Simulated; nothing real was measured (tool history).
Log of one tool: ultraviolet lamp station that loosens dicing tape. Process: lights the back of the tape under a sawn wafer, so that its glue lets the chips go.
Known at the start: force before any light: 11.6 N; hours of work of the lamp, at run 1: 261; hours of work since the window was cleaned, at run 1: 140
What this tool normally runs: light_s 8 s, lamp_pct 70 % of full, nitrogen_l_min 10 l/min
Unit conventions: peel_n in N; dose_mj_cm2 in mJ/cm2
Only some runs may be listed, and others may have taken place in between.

run     day  light_s  lamp_pct  nitrogen_l_min  hours of work of the lamp  hours of work since the window was cleaned  peel_n  dose_mj_cm2
  1   0.000        8        70              10                        261                                         140   0.521          235
  2   1.162        6        70              10                        272                                         151   0.982          179
  3   1.783        6        70              10                        278                                         157   0.989          174
  4   2.988        6        70              10                        290                                         169   0.982          175
  5   4.042        6        70              10                        300                                         179   1.043          173
  6   4.904        9        70              10                        308                                         187   0.422          258
  7   6.258        9        70              10                        322                                         200   0.423          256
  8   7.179        9        70              10                        331                                         209   0.436          258
  9   7.912        8        68              10                        338                                         217   0.602          218
 10   8.729        8        68              10                        346                                         225   0.592          218
 11   9.508        8        68              10                        353                                         232   0.610          220
 12  10.792        8        70              10                        366                                         245   0.592          223
 13  11.804        8        70              10                        376                                         254   0.579          222
 14  13.108        8        70              10                        388                                         267   0.587          221
 15  13.721        8        70              13                        394                                         273   0.491          222
 16  14.446        8        70              13                        401                                         280   0.501          221
     14.550  -- window cleaned of glue's vapour
 17  15.938        8        85              13                        416                                          13   0.364          257
 18  16.825        8        86               7                        424                                          22   0.562          255
 19  18.117        5        84              17                        437                                          35   0.915          156
 20  19.000       10        76              15                        445                                          43   0.302          278
     19.238  -- window cleaned of glue's vapour, once more
 21  19.712        9        63              14                        452                                           5   0.394          245
 22  20.829        6        85              14                        463                                          15   0.503          216
 23  22.217        7        67              20                        476                                          29   0.472          195
 24  22.875        7        67              20                        483                                          35   0.484          193
 25  23.775        7        67              20                        492                                          44   0.510          192
 26  24.596        7        70              10                        500                                          52   0.740          203
 27  25.300        7        70              10                        506                                          59   0.733          200
 28  26.542        7        62              18                        519                                          71   0.660          177
 29  27.288       10        75              10                        526                                          78   0.314          305
 30  28.667       10        75              10                        539                                          92   0.314          306
 31  29.583        6        97              19                        548                                         101   0.346          233
 32  30.904       14        63               7                        561                                         114   0.305          349
 33  31.817        4        63              16                        570                                         122   2.163           95
 34  33.071        6        99               5                        582                                         135   0.933          238

Branching from run 34: 5 alternative next runs. What would each branch give?
  A  34.179        6        71               5                        593                                         145       ?            ?
  B  34.179        8        70               5                        593                                         145       ?            ?
  C  34.179        8        82               8                        593                                         145       ?            ?
  D  34.179        7        82              19                        593                                         145       ?            ?
  E  34.179        7        70              16                        593                                         145       ?            ?

run  peel_n  dose_mj_cm2
  A   1.800          168
  B   1.069          220
  C   0.501          256
  D   0.379          222
  E   0.578          196
Without the tool's unlogged condition, the same runs would have read:
run  peel_n  dose_mj_cm2
  A   1.341          197
  B   0.754          258
  C   0.358          300
  D   0.285          260
  E   0.406          229
